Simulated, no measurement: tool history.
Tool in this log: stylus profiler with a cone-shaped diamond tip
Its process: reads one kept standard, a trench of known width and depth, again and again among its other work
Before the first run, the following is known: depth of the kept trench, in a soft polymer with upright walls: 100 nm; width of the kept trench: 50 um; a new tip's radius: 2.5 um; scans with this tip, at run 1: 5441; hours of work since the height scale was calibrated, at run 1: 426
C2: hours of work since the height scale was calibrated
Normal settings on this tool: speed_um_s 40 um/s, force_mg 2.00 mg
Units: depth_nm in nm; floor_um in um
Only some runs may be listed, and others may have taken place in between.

Run 1, day 0.000: usual settings; scans with this tip 5441; C2 426. Result: depth_nm 100.88 nm, floor_um 47.95 um.
Run 2, day 0.850: usual settings but speed_um_s 11 um/s; scans with this tip 5639; C2 442. Result: depth_nm 100.93 nm, floor_um 48.18 um.
Run 3, day 1.792: usual settings; scans with this tip 5858; C2 459. Result: depth_nm 100.96 nm, floor_um 47.94 um.
Run 4, day 2.638: usual settings; scans with this tip 6054; C2 474. Result: depth_nm 101.01 nm, floor_um 47.96 um.
Run 5, day 3.500: usual settings; scans with this tip 6254; C2 490. Result: depth_nm 100.98 nm, floor_um 47.92 um.
Run 6, day 4.196: usual settings; scans with this tip 6416; C2 503. Result: depth_nm 100.94 nm, floor_um 47.89 um.
Run 7, day 4.792: usual settings but speed_um_s 74 um/s, force_mg 2.20 mg; scans with this tip 6555; C2 514. Result: depth_nm 101.02 nm, floor_um 47.75 um.
At day 4.892: height scale calibrated on a step standard.
Run 8, day 5.458: usual settings but speed_um_s 74 um/s, force_mg 2.20 mg; scans with this tip 6705; C2 10. Result: depth_nm 101.19 nm, floor_um 47.76 um.
Run 9, day 6.150: usual settings but speed_um_s 74 um/s, force_mg 2.20 mg; scans with this tip 6865; C2 23. Result: depth_nm 101.11 nm, floor_um 47.70 um.
Run 10, day 6.662: usual settings but speed_um_s 29 um/s, force_mg 1.81 mg; scans with this tip 6984; C2 32. Result: depth_nm 100.99 nm, floor_um 47.94 um.
Run 11, day 7.162: usual settings but speed_um_s 29 um/s, force_mg 1.81 mg; scans with this tip 7101; C2 41. Result: depth_nm 101.00 nm, floor_um 47.94 um.

Entry by entry between the runs, the difference in hidden state between the last listed run before and the first listed run after:
Between runs 7 and 8: height scale calibrated on a step standard (day 4.892)
  radius of the tip, um: 4.38 -> 4.42; height scale over the true one, %: 0.265 -> 0.333
  measured less the result without the state, depth_nm: +0.27 -> +0.34 nm; floor_um: -0.46 -> -0.47 um

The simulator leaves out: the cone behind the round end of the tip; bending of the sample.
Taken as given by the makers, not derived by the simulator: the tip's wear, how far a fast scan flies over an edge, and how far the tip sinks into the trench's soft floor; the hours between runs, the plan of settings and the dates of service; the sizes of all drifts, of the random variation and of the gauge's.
